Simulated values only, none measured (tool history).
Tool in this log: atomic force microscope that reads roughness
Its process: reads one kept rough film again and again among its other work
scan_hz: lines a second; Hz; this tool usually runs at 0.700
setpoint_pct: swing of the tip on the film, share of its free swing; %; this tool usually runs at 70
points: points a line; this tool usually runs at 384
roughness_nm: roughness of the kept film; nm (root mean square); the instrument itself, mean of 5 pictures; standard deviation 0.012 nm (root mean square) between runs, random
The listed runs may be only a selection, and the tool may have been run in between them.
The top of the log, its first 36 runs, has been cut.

run      day  scan_hz  setpoint_pct  points  roughness_nm
      85.029  -- new tip fitted
 37   85.942    2.853            82     384         1.762
 38   88.204    0.558            55     384         1.667
      89.900  -- new tip fitted
 39   91.254    0.529            70     384         2.211
 40   93.850    0.529            70     384         1.547
      94.821  -- new tip fitted
 41   96.950    0.889            71     700         1.945
 42   98.858    0.636            70     774         1.533
      99.700  -- new tip fitted
 43  100.446    1.668            58     384         2.304
 44  102.588    1.668            58     384         1.677
     104.604  -- new tip fitted
 45  105.167    2.237            78     483         2.088
 46  106.871    2.303            69     720         1.701
     109.612  -- new tip fitted
 47  110.217    1.233            71     384         2.378
 48  112.792    3.711            60     507         1.559
     114.654  -- new tip fitted
 49  115.921    3.711            60     507         2.033
 50  118.412    0.657            74     384         1.517

4 options for the next run, each taken on its own from the tool as it stands now. Forecast them:
     119.521  -- new tip fitted
  A  120.183    0.502            62     259             ?
     119.521  -- new tip fitted
  B  120.183    1.434            77     384             ?
     119.521  -- new tip fitted
  C  120.183    0.700            65     384             ?
     119.521  -- new tip fitted
  D  120.183    0.657            74     402             ?

run  roughness_nm
  A         2.429
  B         2.223
  C         2.450
  D         2.405
Had the tool no hidden state, the same runs would have come out as:
run  roughness_nm
  A         2.834
  B         2.594
  C         2.860
  D         2.807
